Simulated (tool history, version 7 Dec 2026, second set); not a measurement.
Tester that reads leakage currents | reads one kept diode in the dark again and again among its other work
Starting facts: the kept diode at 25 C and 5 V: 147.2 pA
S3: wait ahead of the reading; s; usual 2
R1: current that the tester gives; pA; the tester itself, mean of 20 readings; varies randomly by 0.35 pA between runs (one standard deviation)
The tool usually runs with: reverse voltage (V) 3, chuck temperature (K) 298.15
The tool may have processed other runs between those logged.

Run 1, hour 0: usual settings. Result: R1 127.64 pA.
Run 2, hour 30.3: usual settings. Result: R1 127.96 pA.
Run 3, hour 59: usual settings but reverse voltage (V) 7.08. Result: R1 198.93 pA.
Run 4, hour 74.9: usual settings but reverse voltage (V) 4.33. Result: R1 154.33 pA.
Run 5, hour 90.8: usual settings but reverse voltage (V) 5.11. Result: R1 168.51 pA.
Run 6, hour 118.4: usual settings but reverse voltage (V) 6.89. Result: R1 196.16 pA.
Run 7, hour 140.6: usual settings but reverse voltage (V) 6.89. Result: R1 196.39 pA.
Run 8, hour 161.4: usual settings. Result: R1 129.35 pA.
Run 9, hour 195.3: usual settings. Result: R1 129.48 pA.
Run 10, hour 218.7: usual settings. Result: R1 130.5 pA.
Run 11, hour 236.6: usual settings. Result: R1 130.24 pA.
Run 12, hour 263.8: usual settings. Result: R1 131.27 pA.
Run 13, hour 279.9: usual settings. Result: R1 131.64 pA.
Run 14, hour 296.6: usual settings but S3 2.9 s. Result: R1 131.4 pA.
Run 15, hour 322: usual settings but S3 1.02 s. Result: R1 132.28 pA.
Run 16, hour 352.4: usual settings but S3 1.02 s. Result: R1 132.22 pA.
Run 17, hour 368.1: usual settings but S3 1.02 s. Result: R1 132.28 pA.
Run 18, hour 385.1: usual settings but reverse voltage (V) 18.13, S3 0.74 s. Result: R1 332.95 pA.
Run 19, hour 402.5: usual settings but reverse voltage (V) 2.42, chuck temperature (K) 293.15, S3 3.25 s. Result: R1 77.32 pA.
Run 20, hour 418.9: usual settings but reverse voltage (V) 2.42, chuck temperature (K) 293.15, S3 3.25 s. Result: R1 77.11 pA.
Run 21, hour 434.7: usual settings but reverse voltage (V) 2.42, chuck temperature (K) 293.15, S3 3.25 s. Result: R1 77.73 pA.
Run 22, hour 463.6: usual settings but reverse voltage (V) 2.42, chuck temperature (K) 293.15, S3 3.25 s. Result: R1 77.59 pA.
Run 23, hour 482.4: usual settings but reverse voltage (V) 4.62, S3 1.26 s. Result: R1 167.42 pA.
Run 24, hour 512.1: usual settings but reverse voltage (V) 4.62, S3 1.26 s. Result: R1 166.48 pA.
Run 25, hour 529.4: usual settings but reverse voltage (V) 5.15, S3 7.37 s. Result: R1 175.29 pA.
Run 26, hour 548.8: usual settings but reverse voltage (V) 7.79, chuck temperature (K) 327.15, S3 1.84 s. Result: R1 2064.41 pA.
Run 27, hour 571.2: usual settings but reverse voltage (V) 9.44, chuck temperature (K) 309.15, S3 0.37 s. Result: R1 597.73 pA.
Run 28, hour 590.6: usual settings but chuck temperature (K) 328.15. Result: R1 1384.01 pA.
Run 29, hour 607.8: usual settings but chuck temperature (K) 328.15. Result: R1 1385.47 pA.

Some steps in R1, run to run, broken into two amounts with sign: the step expected even without the hidden condition (settings, incoming material, random variation), and the rest, left for the hidden condition together with whatever gauge scatter is not in both the measured and the hidden-condition-free result:
The hidden state here: stray current of the dirty probe card, pA a volt; current scale over the true one, %; true chuck temperature over the reading, C; drift of the gauge itself on leakage_pa, %.
Run 25 -> 26: reverse voltage (V) 5.15 -> 7.79, chuck temperature (K) 298.15 -> 327.15, S3 7.37 -> 1.84. R1 +1889.12 pA: hidden state +219.17, all else +1669.95.
Run 26 -> 27: reverse voltage (V) 7.79 -> 9.44, chuck temperature (K) 327.15 -> 309.15, S3 1.84 -> 0.37. R1 -1466.68 pA: hidden state -164.32, all else -1302.36.
